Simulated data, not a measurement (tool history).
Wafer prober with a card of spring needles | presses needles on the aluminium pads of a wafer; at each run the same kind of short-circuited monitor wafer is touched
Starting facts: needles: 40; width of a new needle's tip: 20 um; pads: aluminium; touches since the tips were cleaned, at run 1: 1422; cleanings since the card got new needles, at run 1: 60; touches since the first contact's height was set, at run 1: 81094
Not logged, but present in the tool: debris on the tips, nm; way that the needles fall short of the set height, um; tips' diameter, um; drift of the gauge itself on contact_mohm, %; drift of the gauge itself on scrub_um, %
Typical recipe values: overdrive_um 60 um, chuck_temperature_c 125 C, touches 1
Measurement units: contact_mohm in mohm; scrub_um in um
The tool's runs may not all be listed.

run	hour	overdrive_um	chuck_temperature_c	touches	touches since the tips were cleaned	cleanings since the card got new needles	touches since the first contact's height was set	contact_mohm	scrub_um
1	0.0	60	125	1	1422	60	81094	296	15.60
# hour 13.8: tips cleaned on abrasive film
# hour 32.6: tips cleaned on abrasive film
2	32.6	60	125	1	0	62	88099	298	15.59
# hour 52.7: tips cleaned on abrasive film
3	57.3	60	125	1	997	63	93439	295	15.57
4	70.7	60	58	1	3885	63	96327	274	15.51
# hour 73.2: tips cleaned on abrasive film
5	90.1	60	125	3	3657	64	100507	292	15.59
# hour 93.1: tips cleaned on abrasive film
# hour 112.4: tips cleaned on abrasive film
6	123.3	60	125	3	2368	66	107655	293	15.60
# hour 130.8: tips cleaned on abrasive film
7	139.4	60	125	3	1852	67	111101	295	15.58
# hour 151.6: tips cleaned on abrasive film
8	167.6	60	125	3	3462	68	117198	292	15.55
# hour 170.0: tips cleaned on abrasive film
9	186.3	60	125	3	3523	69	121216	298	15.55
# hour 188.3: tips cleaned on abrasive film
10	202.6	60	38	1	3098	70	124729	268	15.51
# hour 208.8: tips cleaned on abrasive film
11	220.6	60	38	1	2552	71	128592	268	15.58
# hour 228.4: tips cleaned on abrasive film
12	241.3	60	38	1	2776	72	133046	269	15.52
# hour 248.9: tips cleaned on abrasive film
13	254.9	60	38	1	1303	73	135979	268	15.53
# hour 268.0: tips cleaned on abrasive film
# hour 286.6: tips cleaned on abrasive film
14	287.9	60	114	1	294	75	143074	290	15.62
# hour 305.4: tips cleaned on abrasive film
15	309.6	60	125	1	910	76	147747	296	15.48
# hour 325.3: tips cleaned on abrasive film
16	340.4	60	125	1	3260	77	154391	299	15.56
# hour 344.8: tips cleaned on abrasive film
17	359.1	60	125	1	3097	78	158423	296	15.55
# hour 363.2: tips cleaned on abrasive film
18	372.8	58	72	1	2070	79	161356	276	15.04
# hour 383.9: tips cleaned on abrasive film
19	398.4	51	115	1	3136	80	166865	299	13.21
# hour 402.6: tips cleaned on abrasive film
20	418.4	61	109	2	3435	81	171190	282	15.81
# hour 420.7: tips cleaned on abrasive film
# hour 438.9: tips cleaned on abrasive film
21	448.6	49	125	1	2088	83	177669	294	12.67
# hour 460.0: tips cleaned on abrasive film
22	462.4	46	125	2	518	84	180629	306	11.97
# hour 479.2: tips cleaned on abrasive film
23	479.2	46	125	2	0	85	184243	302	11.94
24	496.1	46	125	2	3661	85	187904	305	11.88
# hour 497.6: tips cleaned on abrasive film
# hour 515.6: tips cleaned on abrasive film
25	525.1	46	125	2	2056	87	194149	301	11.93
# hour 533.4: height of the first contact set anew
# hour 536.2: tips cleaned on abrasive film
# hour 555.3: tips cleaned on abrasive film
26	557.3	48	53	1	440	89	5144	278	12.43
# hour 574.4: tips cleaned on abrasive film
27	578.6	48	53	1	917	90	9727	279	12.46
# hour 593.9: tips cleaned on abrasive film
28	597.6	44	53	1	808	91	13811	278	11.39
# hour 612.5: tips cleaned on abrasive film
# hour 630.7: tips cleaned on abrasive film
29	630.7	44	53	1	0	93	20937	278	11.43
# hour 650.0: tips cleaned on abrasive film
30	650.0	44	53	1	0	94	25087	278	11.43
# hour 669.2: tips cleaned on abrasive film
31	677.3	60	125	2	1736	95	30962	293	15.57
# hour 690.3: tips cleaned on abrasive film
32	703.0	66	125	2	2758	96	36522	291	17.16

3 options for the next run, each taken on its own from the tool as it stands now. Forecast them:
# hour 710.3: tips cleaned on abrasive film
A	718.6	48	125	2	1811	97	39871	?	?
# hour 710.3: tips cleaned on abrasive film
B	718.6	60	27	3	1811	97	39871	?	?
# hour 710.3: tips cleaned on abrasive film
C	718.6	60	50	1	1811	97	39871	?	?

run	contact_mohm	scrub_um
A	296	12.47
B	264	15.60
C	275	15.58
With the hidden condition removed and each run's random variation left untouched, the same runs would have given:
run	contact_mohm	scrub_um
A	296	12.47
B	264	15.60
C	274	15.58
